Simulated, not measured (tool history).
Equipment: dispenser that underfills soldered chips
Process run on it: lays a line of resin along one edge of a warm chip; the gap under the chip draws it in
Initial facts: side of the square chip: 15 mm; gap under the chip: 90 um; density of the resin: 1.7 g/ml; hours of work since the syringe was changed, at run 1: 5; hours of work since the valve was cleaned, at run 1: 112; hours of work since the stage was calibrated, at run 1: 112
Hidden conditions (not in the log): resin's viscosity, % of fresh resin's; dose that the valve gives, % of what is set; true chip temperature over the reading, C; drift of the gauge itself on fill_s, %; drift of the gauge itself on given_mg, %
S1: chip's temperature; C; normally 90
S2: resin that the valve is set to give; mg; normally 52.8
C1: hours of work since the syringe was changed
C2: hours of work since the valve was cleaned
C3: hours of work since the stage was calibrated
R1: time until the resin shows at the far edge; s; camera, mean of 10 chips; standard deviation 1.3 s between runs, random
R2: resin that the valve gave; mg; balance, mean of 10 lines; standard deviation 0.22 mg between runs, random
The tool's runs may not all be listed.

run 1 hour=0 | S1=90 S2=52.8 | C1=5 C2=112 C3=112 | R1=187.7 R2=49.06
-- hour=8.9 new syringe of resin
run 2 hour=12.9 | S1=90 S2=52.8 | C1=3 C2=121 C3=121 | R1=160.9 R2=48.66
run 3 hour=20.9 | S1=90 S2=52.8 | C1=8 C2=126 C3=126 | R1=250.1 R2=48.52
-- hour=24.9 new syringe of resin
-- hour=28.1 dispensing valve cleaned and set on the balance
run 4 hour=33.1 | S1=90 S2=52.8 | C1=5 C2=3 C3=133 | R1=183.2 R2=52.79
-- hour=42.3 new syringe of resin
run 5 hour=45.3 | S1=90 S2=52.8 | C1=2 C2=12 C3=142 | R1=145.6 R2=52.41
run 6 hour=56 | S1=90 S2=52.6 | C1=9 C2=19 C3=149 | R1=262.5 R2=52.57
-- hour=58.7 new syringe of resin
run 7 hour=66.7 | S1=75 S2=52.8 | C1=5 C2=26 C3=156 | R1=403.6 R2=52.14
-- hour=74.9 new syringe of resin
run 8 hour=79.9 | S1=90 S2=52.8 | C1=3 C2=35 C3=165 | R1=167 R2=51.79
-- hour=91.3 new syringe of resin
run 9 hour=91.9 | S1=90 S2=52.8 | C1=0 C2=43 C3=173 | R1=127.1 R2=51.59
run 10 hour=102.9 | S1=90 S2=52.8 | C1=8 C2=50 C3=180 | R1=240.6 R2=51.05
-- hour=108.1 new syringe of resin
run 11 hour=112.6 | S1=90 S2=52.8 | C1=3 C2=57 C3=187 | R1=158.1 R2=50.99
-- hour=124.6 new syringe of resin
run 12 hour=125.3 | S1=90 S2=52.8 | C1=0 C2=65 C3=195 | R1=129.8 R2=50.87
run 13 hour=134 | S1=90 S2=52.8 | C1=6 C2=71 C3=201 | R1=210.6 R2=50.33
-- hour=140.9 new syringe of resin
run 14 hour=142.1 | S1=90 S2=52.8 | C1=1 C2=76 C3=207 | R1=129.5 R2=50.56
run 15 hour=155.2 | S1=90 S2=52.8 | C1=10 C2=85 C3=216 | R1=275.8 R2=50.22
-- hour=157.1 new syringe of resin
run 16 hour=166.7 | S1=90 S2=52.8 | C1=7 C2=93 C3=223 | R1=211.7 R2=50.39
-- hour=173.9 new syringe of resin
run 17 hour=177.8 | S1=81 S2=52.8 | C1=3 C2=101 C3=231 | R1=233.9 R2=49.38
run 18 hour=185.9 | S1=90 S2=52.6 | C1=8 C2=106 C3=236 | R1=242.2 R2=49.35
-- hour=189.9 new syringe of resin
run 19 hour=196.9 | S1=90 S2=52.6 | C1=5 C2=113 C3=243 | R1=181.3 R2=49.54
run 20 hour=202.6 | S1=104 S2=64.9 | C1=9 C2=117 C3=247 | R1=133.8 R2=60.51
-- hour=206.5 new syringe of resin
run 21 hour=208.7 | S1=104 S2=64.9 | C1=1 C2=121 C3=251 | R1=74.4 R2=60.15
run 22 hour=216.9 | S1=104 S2=64.9 | C1=7 C2=127 C3=257 | R1=117.7 R2=60.27
-- hour=222.5 new syringe of resin
-- hour=223.5 dispensing valve cleaned and set on the balance
run 23 hour=223.7 | S1=104 S2=64.9 | C1=0 C2=0 C3=261 | R1=67.3 R2=64.98
run 24 hour=231.1 | S1=92 S2=50.9 | C1=5 C2=5 C3=266 | R1=174.5 R2=50.77
-- hour=240.1 new syringe of resin
run 25 hour=240.8 | S1=103 S2=63.8 | C1=1 C2=12 C3=272 | R1=71.8 R2=63.28
run 26 hour=253.3 | S1=99 S2=65.6 | C1=9 C2=20 C3=281 | R1=166.9 R2=65.11
-- hour=256.6 new syringe of resin
run 27 hour=264.9 | S1=99 S2=65.6 | C1=6 C2=28 C3=288 | R1=128.2 R2=64.26
-- hour=273.1 new syringe of resin
run 28 hour=273.3 | S1=89 S2=45 | C1=0 C2=33 C3=294 | R1=134.1 R2=43.88
run 29 hour=281.8 | S1=89 S2=45 | C1=6 C2=39 C3=300 | R1=213 R2=43.93
run 30 hour=288.3 | S1=81 S2=57.1 | C1=10 C2=44 C3=304 | R1=429.4 R2=55.12
-- hour=289.6 new syringe of resin
run 31 hour=295.8 | S1=81 S2=54.6 | C1=4 C2=49 C3=309 | R1=260.9 R2=52.82
run 32 hour=304.1 | S1=81 S2=54.6 | C1=10 C2=54 C3=315 | R1=404.6 R2=52.8
-- hour=305.9 new syringe of resin
run 33 hour=313.1 | S1=103 S2=68.4 | C1=5 C2=60 C3=321 | R1=102.5 R2=65.72
-- hour=322.2 new syringe of resin
run 34 hour=323.5 | S1=103 S2=68.4 | C1=1 C2=67 C3=328 | R1=73.1 R2=65.61
run 35 hour=336.2 | S1=86 S2=49.8 | C1=10 C2=76 C3=336 | R1=321.5 R2=47.37

Branching from run 35: 4 alternative next runs. What would each branch give?
-- hour=338.9 new syringe of resin
run A hour=346.9 | S1=91 S2=57.3 | C1=5 C2=83 C3=343 | R1=? R2=?
-- hour=338.9 new syringe of resin
run B hour=346.9 | S1=99 S2=52.8 | C1=5 C2=83 C3=343 | R1=? R2=?
-- hour=338.9 new syringe of resin
run C hour=346.9 | S1=105 S2=45.7 | C1=5 C2=83 C3=343 | R1=? R2=?
-- hour=338.9 new syringe of resin
run D hour=346.9 | S1=92 S2=46.4 | C1=5 C2=83 C3=343 | R1=? R2=?

run=A R1=179.6 R2=53.84
run=B R1=129.6 R2=49.47
run=C R1=102.3 R2=43.31
run=D R1=179.3 R2=43.83
Without the tool's hidden state the same runs would have given:
run=A R1=119.9 R2=56.84
run=B R1=86.2 R2=52.23
run=C R1=67.4 R2=45.73
run=D R1=118.5 R2=46.27

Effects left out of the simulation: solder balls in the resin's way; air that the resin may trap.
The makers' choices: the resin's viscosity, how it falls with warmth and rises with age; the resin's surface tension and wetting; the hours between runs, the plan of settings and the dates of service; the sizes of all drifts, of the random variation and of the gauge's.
